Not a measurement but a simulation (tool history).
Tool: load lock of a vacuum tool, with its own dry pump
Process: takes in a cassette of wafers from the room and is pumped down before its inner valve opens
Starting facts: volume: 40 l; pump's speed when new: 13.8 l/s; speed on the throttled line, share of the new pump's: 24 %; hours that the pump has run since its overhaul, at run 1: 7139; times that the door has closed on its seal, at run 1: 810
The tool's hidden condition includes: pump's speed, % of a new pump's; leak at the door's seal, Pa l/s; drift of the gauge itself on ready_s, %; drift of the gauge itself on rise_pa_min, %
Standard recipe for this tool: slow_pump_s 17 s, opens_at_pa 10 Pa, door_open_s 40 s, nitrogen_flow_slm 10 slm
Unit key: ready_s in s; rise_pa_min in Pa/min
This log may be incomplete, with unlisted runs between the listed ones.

run      day  slow_pump_s  opens_at_pa  door_open_s  nitrogen_flow_slm  hours that the pump has run since its overhaul  times that the door has closed on its seal  incoming humidity of the room's air, %  ready_s  rise_pa_min
  1        0           17           10           40                 10                                            7139                                         810                                    44.1     42.7         0.04
  2     7.35           17           10           40                 10                                            7316                                        1476                                    46.6     41.6        0.044
  3    16.15           17           10           46                 10                                            7527                                        2274                                    47.7     42.8        0.058
  4   22.925           17           10          215                 10                                            7689                                        2888                                    43.8       42        0.084
  5   29.062           17           10          215                 10                                            7837                                        3445                                    44.3     42.3        0.087
  6     34.9           17           10          215                 10                                            7977                                        3974                                      42     42.3        0.087
  7     39.7           17           10          215                 10                                            8092                                        4409                                    46.2     43.2        0.091
  8   45.117           17           10           40                  7                                            8222                                        4900                                    45.2     42.3        0.064
  9   52.004           17           10           40                  7                                            8387                                        5525                                    46.4     42.3         0.07
 10   57.692           17           10           40                  7                                            8524                                        6040                                    43.2     42.3        0.064
 11   62.383           17           10           40                 10                                            8636                                        6466                                    47.1     42.2        0.068
 12   70.875           17           10           40                 22                                            8840                                        7236                                    45.4     42.9        0.061
 13   75.388           17           10           40                 22                                            8948                                        7645                                    44.4       43        0.066
 14   83.392           17           10           40                 10                                            9141                                        8370                                    46.5     42.7         0.08
 15   92.317           17           10           40                 10                                            9355                                        9180                                    44.9     43.1        0.077
 16   96.354           17           10           40                 10                                            9452                                        9545                                    44.6     42.4        0.076
 17    100.6           17           10           40                 10                                            9553                                        9930                                    44.3     42.3        0.081
 18  106.988           21           10           40                 10                                            9707                                       10510                                    48.2     44.8        0.092
 19      113           21           10           40                 10                                            9851                                       11055                                    48.1       46        0.094
 20  121.012           17           10          118                 10                                           10043                                       11781                                      45     43.8        0.114
 21  128.383           13           12           40                 10                                           10220                                       12449                                    44.8     39.3        0.105
 22  137.317           16           11          175                  6                                           10435                                       13260                                    44.7     41.5         0.14
 23  144.292           10           19          175                  6                                           10602                                       13892                                    44.7       35         0.15
 24  153.117           10           19          175                  6                                           10814                                       14692                                    44.5     35.6        0.153
 25  158.321           10           12           61                 14                                           10939                                       15164                                    47.2     37.6        0.126
 26    167.1            9           10           83                  5                                           11150                                       15960                                    43.6     37.8        0.145
 27  175.646            9           10           75                  5                                           11355                                       16735                                    45.4     37.4        0.158
 28  183.671           13           10           40                 22                                           11547                                       17462                                    49.2     40.3        0.143
 29  191.288           17           15           40                 10                                           11730                                       18153                                    45.3     42.8         0.15
 30  199.467           20           19          105                  7                                           11926                                       18894                                    40.6     43.5        0.166
 31  203.288           20           19          105                  7                                           12018                                       19241                                    44.4     44.3        0.173
 32  209.871           33           19          134                  7                                           12176                                       19838                                    40.8     53.1        0.181
 33  216.583           33           19          134                  7                                           12337                                       20446                                    42.6     52.3        0.192
 34  221.688            9           18          224                 10                                           12460                                       20909                                    44.5       36        0.204
 35  227.746            9           15           65                 10                                           12605                                       21458                                    44.8     35.7        0.183
 36  232.825            9           15           65                 10                                           12727                                       21919                                    44.5     36.1        0.188
 37  236.625            9           15           65                 10                                           12818                                       22263                                    47.4     37.1        0.198

What if the next run were any one of these 4? Each begins from the tool's condition after run 37:
  A  240.758            9           15           65                 27                                           12917                                       22638                                    41.7        ?            ?
  B  240.758           10           16           37                 10                                           12917                                       22638                                    44.8        ?            ?
  C  240.758            9           15          102                 10                                           12917                                       22638                                    47.8        ?            ?
  D  240.758           17           14           85                 18                                           12917                                       22638                                    46.5        ?            ?

run  ready_s  rise_pa_min
  A     36.9        0.183
  B     37.4        0.192
  C       37        0.207
  D     42.8        0.188
Had the tool no hidden state, the same runs would have come out as:
run  ready_s  rise_pa_min
  A     32.8        0.036
  B     33.4        0.046
  C     32.9        0.062
  D     38.9        0.042
